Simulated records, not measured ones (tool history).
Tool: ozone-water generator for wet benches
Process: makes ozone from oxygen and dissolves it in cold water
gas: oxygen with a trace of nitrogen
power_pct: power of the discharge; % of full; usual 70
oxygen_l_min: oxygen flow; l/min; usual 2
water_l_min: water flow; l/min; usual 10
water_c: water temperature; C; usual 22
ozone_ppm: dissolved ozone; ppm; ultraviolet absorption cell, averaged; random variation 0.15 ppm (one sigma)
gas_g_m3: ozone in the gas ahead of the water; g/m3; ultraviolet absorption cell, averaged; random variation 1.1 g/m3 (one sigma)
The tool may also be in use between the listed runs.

run   hour  power_pct  oxygen_l_min  water_l_min  water_c  ozone_ppm  gas_g_m3
  1    0.0         70             2           10       22       17.8     202.1
  2   61.3         65             2           10       22       16.9     191.9
  3  134.5         65             2           10       22       16.8     191.8
  4  199.4         65             2           10       22       17.1     193.7
  5  286.3         65             2           10       22       16.6     194.3
  6  372.2         65             2           10       22       17.0     190.5
  7  426.5         70             2           10       22       17.6     197.5
  8  480.9         70             2           10       22       17.6     199.9
  9  586.7         70             2           10       22       17.5     200.9
 10  694.2         70             2           14       22       12.5     203.5
 11  769.3         70             2           14       22       12.5     199.6
 12  841.6         70             2            9       15       21.0     200.0

Run 13 comes next. What will it give?
 13  946.8         70             2            9       15          ?         ?

Run 13 gave ozone_ppm 21.2 ppm, gas_g_m3 196.7 g/m3.
Without the tool's hidden state the same run would have given ozone_ppm 22.1 ppm, gas_g_m3 200.6 g/m3.
